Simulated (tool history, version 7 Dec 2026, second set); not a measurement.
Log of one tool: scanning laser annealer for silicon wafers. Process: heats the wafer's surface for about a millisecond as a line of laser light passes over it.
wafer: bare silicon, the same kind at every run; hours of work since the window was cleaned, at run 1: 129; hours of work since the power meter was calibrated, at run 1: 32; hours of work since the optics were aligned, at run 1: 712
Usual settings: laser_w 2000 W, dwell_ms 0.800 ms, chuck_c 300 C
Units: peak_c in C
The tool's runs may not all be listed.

run     day  laser_w  dwell_ms  chuck_c  hours of work since the window was cleaned  hours of work since the power meter was calibrated  hours of work since the optics were aligned  peak_c
  1   0.000     2000     0.800      300                                         129                                                  32                                          712    1118
  2   1.621     2000     0.800      300                                         153                                                  55                                          736    1116
  3   2.871     2000     0.577      300                                         171                                                  74                                          754     980
  4   3.688     2000     0.577      300                                         183                                                  86                                          766     978
  5   4.717     2000     0.577      300                                         198                                                 101                                          781     977
  6   6.325     2000     0.577      300                                         221                                                 124                                          805     975
  7   7.458     2000     0.800      300                                         238                                                 141                                          821    1108
  8   9.000     2000     0.800      300                                         260                                                 163                                          844    1102
      9.200  -- laser's power meter calibrated
  9   9.879     2000     0.800      319                                         271                                                  10                                          855    1123
 10  11.338     2000     0.800      319                                         293                                                  31                                          876    1120
 11  12.200     2000     0.800      319                                         305                                                  44                                          888    1118
 12  13.367     2000     0.800      319                                         322                                                  61                                          906    1117
 13  14.162     2000     0.800      319                                         334                                                  72                                          917    1116
     15.146  -- optics aligned, line set to its width
 14  15.788     2007     0.800      300                                         355                                                  93                                            9    1116
     16.317  -- laser's power meter calibrated, once more
 15  16.671     2007     0.800      300                                         366                                                   5                                           20    1116
 16  17.912     2007     0.777      300                                         384                                                  23                                           39    1102
 17  19.396     2048     0.777      300                                         406                                                  45                                           60    1116
 18  20.617     1838     0.800      336                                         423                                                  63                                           78    1073
 19  21.371     1983     0.615      326                                         434                                                  74                                           89    1017
 20  23.012     1898     0.800      269                                         458                                                  98                                          113    1028
 21  24.408     1898     0.800      269                                         479                                                 118                                          133    1030
 22  25.242     2183     0.800      268                                         491                                                 130                                          146    1145
 23  26.179     1730     0.800      280                                         505                                                 144                                          159     966
 24  27.492     1769     0.800      280                                         524                                                 163                                          178     983
 25  28.738     1867     0.887      323                                         542                                                 181                                          197    1107
     29.162  -- window over the wafer cleaned
 26  29.512     1867     0.887      323                                           5                                                 192                                          207    1147
 27  30.983     1867     0.887      323                                          27                                                 213                                          228    1149
 28  32.162     1867     0.887      323                                          44                                                 230                                          246    1144
 29  33.383     1895     0.887      323                                          62                                                 248                                          263    1155
 30  34.733     1895     0.887      323                                          81                                                 268                                          283    1153

Forecast each of these 5 alternatives for the next run:
  A  36.196     1895     0.903      323                                         103                                                 289                                          304       ?
  B  36.196     2002     0.963      295                                         103                                                 289                                          304       ?
  C  36.196     2041     0.953      294                                         103                                                 289                                          304       ?
  D  36.196     2193     0.608      271                                         103                                                 289                                          304       ?
  E  36.196     2126     0.589      271                                         103                                                 289                                          304       ?

run  peak_c
  A    1160
  B    1214
  C    1227
  D    1059
  E    1018
Without the tool's hidden state the same runs would have given:
run  peak_c
  A    1172
  B    1227
  C    1241
  D    1070
  E    1028
